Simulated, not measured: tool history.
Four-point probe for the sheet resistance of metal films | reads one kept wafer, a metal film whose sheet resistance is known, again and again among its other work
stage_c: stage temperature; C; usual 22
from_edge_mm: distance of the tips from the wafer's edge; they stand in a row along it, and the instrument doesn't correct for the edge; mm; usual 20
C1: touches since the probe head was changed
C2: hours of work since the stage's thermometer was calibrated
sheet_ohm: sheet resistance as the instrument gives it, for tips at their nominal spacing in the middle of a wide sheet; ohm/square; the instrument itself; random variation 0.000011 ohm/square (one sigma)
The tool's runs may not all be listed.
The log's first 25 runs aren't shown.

run 26 hour=611 | stage_c=29 from_edge_mm=12 | C1=32081 C2=421 | sheet_ohm=0.054211
run 27 hour=629.9 | stage_c=21 from_edge_mm=5 | C1=32874 C2=434 | sheet_ohm=0.055161
run 28 hour=647.8 | stage_c=23 from_edge_mm=20 | C1=33625 C2=446 | sheet_ohm=0.054595
run 29 hour=667.9 | stage_c=22 from_edge_mm=60 | C1=34468 C2=459 | sheet_ohm=0.054598
run 30 hour=701.4 | stage_c=27 from_edge_mm=3 | C1=35876 C2=482 | sheet_ohm=0.055515
run 31 hour=729 | stage_c=18 from_edge_mm=16 | C1=37031 C2=500 | sheet_ohm=0.054906
run 32 hour=761.8 | stage_c=24 from_edge_mm=22 | C1=38408 C2=522 | sheet_ohm=0.054446
run 33 hour=781.3 | stage_c=24 from_edge_mm=22 | C1=39230 C2=536 | sheet_ohm=0.054434
run 34 hour=810.1 | stage_c=21 from_edge_mm=34 | C1=40436 C2=555 | sheet_ohm=0.054634
run 35 hour=839 | stage_c=21 from_edge_mm=34 | C1=41648 C2=574 | sheet_ohm=0.054598
run 36 hour=868.1 | stage_c=19 from_edge_mm=6 | C1=42871 C2=594 | sheet_ohm=0.055063
run 37 hour=888 | stage_c=26 from_edge_mm=20 | C1=43703 C2=607 | sheet_ohm=0.054265
run 38 hour=918.6 | stage_c=26 from_edge_mm=20 | C1=44990 C2=628 | sheet_ohm=0.054244
run 39 hour=948.8 | stage_c=26 from_edge_mm=20 | C1=46255 C2=648 | sheet_ohm=0.054229
run 40 hour=971.5 | stage_c=26 from_edge_mm=20 | C1=47210 C2=663 | sheet_ohm=0.054214
run 41 hour=993 | stage_c=26 from_edge_mm=20 | C1=48111 C2=678 | sheet_ohm=0.054211

Run 42 comes next. What will it give?
run 42 hour=1023.9 | stage_c=24 from_edge_mm=8 | C1=49407 C2=699 | sheet_ohm=?

Run 42 gave sheet_ohm 0.05449 ohm/square.
Without the tool's hidden state the same run would have given sheet_ohm 0.055006 ohm/square.
